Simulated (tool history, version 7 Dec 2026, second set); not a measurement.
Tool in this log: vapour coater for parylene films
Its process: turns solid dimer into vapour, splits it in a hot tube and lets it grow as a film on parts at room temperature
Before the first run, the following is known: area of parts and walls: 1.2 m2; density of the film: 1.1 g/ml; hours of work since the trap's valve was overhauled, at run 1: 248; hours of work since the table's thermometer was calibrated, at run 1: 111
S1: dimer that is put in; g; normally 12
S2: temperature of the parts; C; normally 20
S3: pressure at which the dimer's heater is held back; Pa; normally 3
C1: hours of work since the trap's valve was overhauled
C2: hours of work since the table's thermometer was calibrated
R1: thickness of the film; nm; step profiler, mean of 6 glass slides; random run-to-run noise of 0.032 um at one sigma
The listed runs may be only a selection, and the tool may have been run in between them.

Run 1, hour 0: usual settings; C1 248; C2 111. Result: R1 6380 nm.
Run 2, hour 40.1: usual settings but S1 16 g; C1 265; C2 128. Result: R1 8500 nm.
Run 3, hour 87.7: usual settings but S1 16 g; C1 285; C2 149. Result: R1 8460 nm.
Run 4, hour 123.3: usual settings but S1 16 g; C1 300; C2 164. Result: R1 8380 nm.
Run 5, hour 147.1: usual settings; C1 311; C2 174. Result: R1 6250 nm.
Run 6, hour 177.3: usual settings; C1 324; C2 187. Result: R1 6290 nm.
Run 7, hour 199.5: usual settings but S1 16 g; C1 333; C2 197. Result: R1 8260 nm.
Run 8, hour 222.8: usual settings but S1 16 g; C1 343; C2 207. Result: R1 8350 nm.
Run 9, hour 249.2: usual settings but S1 16 g; C1 354; C2 218. Result: R1 8270 nm.
Run 10, hour 285.2: usual settings but S2 19 C, S3 2.67 Pa; C1 370; C2 234. Result: R1 6480 nm.
Run 11, hour 322.9: usual settings but S1 6 g, S2 25 C, S3 3.22 Pa; C1 386; C2 250. Result: R1 2880 nm.
Run 12, hour 358.5: usual settings but S1 6 g, S2 25 C, S3 3.22 Pa; C1 401; C2 265. Result: R1 2830 nm.
At hour 365.6: trap's valve overhauled.
Run 13, hour 393.7: usual settings but S1 9 g; C1 12; C2 278. Result: R1 4550 nm.
Run 14, hour 422: usual settings but S3 4.42 Pa; C1 24; C2 290. Result: R1 5740 nm.
Run 15, hour 460.1: usual settings but S3 4.42 Pa; C1 41; C2 307. Result: R1 5730 nm.
At hour 476.8: trap's valve overhauled, once more.
Run 16, hour 496.2: usual settings but S1 19 g, S2 30 C, S3 3.47 Pa; C1 8; C2 321. Result: R1 8820 nm.
Run 17, hour 528.6: usual settings but S1 9 g, S2 29 C, S3 4.49 Pa; C1 22; C2 334. Result: R1 4070 nm.

Hidden condition of the tool, last listed run before each entry between runs versus first listed run after:
Runs 12 to 13: trap's valve overhauled (hour 365.6)
  vapour lost through the trap's worn valve, %: 7.5 -> 9; true temperature of the parts over the reading, C: -0.19 -> -0.2
  what was measured, less what the result would be without the hidden state, R1: -220 -> -440 nm
Runs 15 to 16: trap's valve overhauled, once more (hour 476.8)
  vapour lost through the trap's worn valve, %: 9.5 -> 0.3; true temperature of the parts over the reading, C: -0.22 -> -0.23
  what was measured, less what the result would be without the hidden state, R1: -580 -> +0 nm
